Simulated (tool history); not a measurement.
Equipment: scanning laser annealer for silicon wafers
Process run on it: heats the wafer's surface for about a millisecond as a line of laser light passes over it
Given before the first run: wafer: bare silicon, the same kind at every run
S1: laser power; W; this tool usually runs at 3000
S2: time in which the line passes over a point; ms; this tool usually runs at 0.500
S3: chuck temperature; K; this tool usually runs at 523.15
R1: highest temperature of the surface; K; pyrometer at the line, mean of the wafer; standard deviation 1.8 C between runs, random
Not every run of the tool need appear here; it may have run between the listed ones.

{"run": 1, "hour": 0.0, "S1": 3000, "S2": 0.5, "S3": 523.15, "R1": 1296.15}
{"run": 2, "hour": 24.6, "S1": 3103, "S2": 0.5, "S3": 523.15, "R1": 1334.15}
{"run": 3, "hour": 57.9, "S1": 3103, "S2": 0.5, "S3": 523.15, "R1": 1330.15}
{"run": 4, "hour": 93.6, "S1": 3000, "S2": 0.5, "S3": 489.15, "R1": 1258.15}
{"run": 5, "hour": 111.5, "S1": 3000, "S2": 0.5, "S3": 489.15, "R1": 1256.15}
{"run": 6, "hour": 146.7, "S1": 3000, "S2": 0.5, "S3": 489.15, "R1": 1256.15}
{"run": 7, "hour": 169.8, "S1": 3000, "S2": 0.5, "S3": 561.15, "R1": 1330.15}
{"run": 8, "hour": 188.4, "S1": 3000, "S2": 0.5, "S3": 561.15, "R1": 1328.15}
{"run": 9, "hour": 218.8, "S1": 3000, "S2": 0.5, "S3": 561.15, "R1": 1330.15}
{"run": 10, "hour": 246.6, "S1": 3000, "S2": 0.5, "S3": 561.15, "R1": 1327.15}
{"run": 11, "hour": 267.4, "S1": 3000, "S2": 0.5, "S3": 561.15, "R1": 1321.15}
{"run": 12, "hour": 301.5, "S1": 3000, "S2": 0.5, "S3": 543.15, "R1": 1308.15}
{"run": 13, "hour": 332.1, "S1": 2595, "S2": 0.481, "S3": 503.15, "R1": 1120.15}
{"run": 14, "hour": 353.6, "S1": 3000, "S2": 0.569, "S3": 560.15, "R1": 1371.15}
{"hour": 382.5, "done": "window over the wafer cleaned"}
{"run": 15, "hour": 383.9, "S1": 2813, "S2": 0.617, "S3": 560.15, "R1": 1362.15}
{"run": 16, "hour": 402.3, "S1": 3060, "S2": 0.539, "S3": 514.15, "R1": 1351.15}
{"run": 17, "hour": 419.5, "S1": 2720, "S2": 0.526, "S3": 483.15, "R1": 1190.15}
{"run": 18, "hour": 438.1, "S1": 2790, "S2": 0.427, "S3": 487.15, "R1": 1145.15}
{"run": 19, "hour": 456.0, "S1": 2944, "S2": 0.361, "S3": 532.15, "R1": 1176.15}
{"run": 20, "hour": 477.6, "S1": 2944, "S2": 0.361, "S3": 532.15, "R1": 1178.15}
{"run": 21, "hour": 492.4, "S1": 2944, "S2": 0.361, "S3": 532.15, "R1": 1175.15}
{"run": 22, "hour": 518.7, "S1": 2944, "S2": 0.459, "S3": 532.15, "R1": 1261.15}
{"run": 23, "hour": 554.1, "S1": 2689, "S2": 0.575, "S3": 523.15, "R1": 1246.15}
{"run": 24, "hour": 578.3, "S1": 3229, "S2": 0.431, "S3": 535.15, "R1": 1328.15}

3 ways to go on from here, each from the tool as it stands after run 24. What would each give?
{"run": "A", "hour": 600.3, "S1": 3229, "S2": 0.579, "S3": 485.15, "R1": "?"}
{"run": "B", "hour": 600.3, "S1": 2841, "S2": 0.431, "S3": 535.15, "R1": "?"}
{"run": "C", "hour": 600.3, "S1": 3000, "S2": 0.468, "S3": 529.15, "R1": "?"}

run=A R1=1405.15
run=B R1=1206.15
run=C R1=1276.15
What these runs would have given with no unlogged condition in the tool:
run=A R1=1448.15
run=B R1=1237.15
run=C R1=1311.15
